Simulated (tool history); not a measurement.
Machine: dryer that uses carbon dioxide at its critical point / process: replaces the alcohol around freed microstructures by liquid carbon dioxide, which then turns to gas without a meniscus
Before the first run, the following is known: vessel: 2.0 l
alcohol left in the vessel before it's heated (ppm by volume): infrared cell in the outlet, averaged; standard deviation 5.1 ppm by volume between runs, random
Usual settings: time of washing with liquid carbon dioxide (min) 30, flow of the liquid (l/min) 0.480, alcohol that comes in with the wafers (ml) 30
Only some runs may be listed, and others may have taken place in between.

run     day  time of washing with liquid carbon dioxide (min)  flow of the liquid (l/min)  alcohol that comes in with the wafers (ml)  alcohol left in the vessel before it's heated (ppm by volume)
  1   0.000                                                30                       0.480                                          30                                                            198
      1.196  -- inlet filter changed
  2   2.596                                                30                       0.480                                          30                                                            169
  3   5.025                                                30                       0.480                                          30                                                            185
  4   6.946                                                30                       0.480                                          30                                                            192
  5   9.425                                                30                       0.303                                          30                                                            665
  6  11.975                                                30                       0.303                                          30                                                            701
  7  14.471                                                32                       0.303                                          30                                                            625
  8  15.525                                                32                       0.303                                          30                                                            625
  9  17.942                                                32                       0.303                                          30                                                            665
 10  19.917                                                30                       0.480                                          30                                                            281
 11  21.725                                                30                       0.480                                          30                                                            284
 12  23.083                                                30                       0.480                                          30                                                            279
 13  24.633                                                30                       0.480                                          30                                                            305
     26.650  -- purifier's bed changed
 14  26.783                                                30                       0.480                                          30                                                            104
     27.738  -- inlet filter changed
 15  28.825                                                30                       0.480                                          55                                                            120
 16  31.117                                                30                       0.721                                          49                                                             36
 17  33.325                                                20                       0.794                                          45                                                             78
 18  35.088                                                20                       0.794                                          45                                                             93
 19  37.200                                                21                       0.417                                          76                                                           1496
 20  38.954                                                47                       0.303                                          74                                                            265
 21  41.004                                                28                       0.480                                          30                                                            178
 22  42.496                                                28                       0.410                                          83                                                            720
 23  45.062                                                30                       0.312                                         100                                                           1902
 24  47.329                                                30                       0.634                                          30                                                            104
 25  48.388                                                23                       0.480                                          90                                                            973
 26  49.588                                                28                       0.579                                          39                                                            174
 27  52.004                                                30                       0.313                                          39                                                            881
 28  53.838                                                19                       0.669                                          30                                                            298
     54.162  -- inlet filter changed
 29  55.300                                                24                       0.596                                          30                                                            202

What if the next run were any one of these 4? Each begins from the tool's condition after run 29:
  A  56.767                                                29                       0.690                                          29                                                              ?
  B  56.767                                                32                       0.600                                          41                                                              ?
  C  56.767                                                24                       0.596                                          41                                                              ?
  D  56.767                                                24                       0.596                                          68                                                              ?

run  alcohol left in the vessel before it's heated (ppm by volume)
  A                                                            161
  B                                                            168
  C                                                            230
  D                                                            278
Without the tool's hidden state the same runs would have given:
run  alcohol left in the vessel before it's heated (ppm by volume)
  A                                                             19
  B                                                             26
  C                                                             84
  D                                                            130

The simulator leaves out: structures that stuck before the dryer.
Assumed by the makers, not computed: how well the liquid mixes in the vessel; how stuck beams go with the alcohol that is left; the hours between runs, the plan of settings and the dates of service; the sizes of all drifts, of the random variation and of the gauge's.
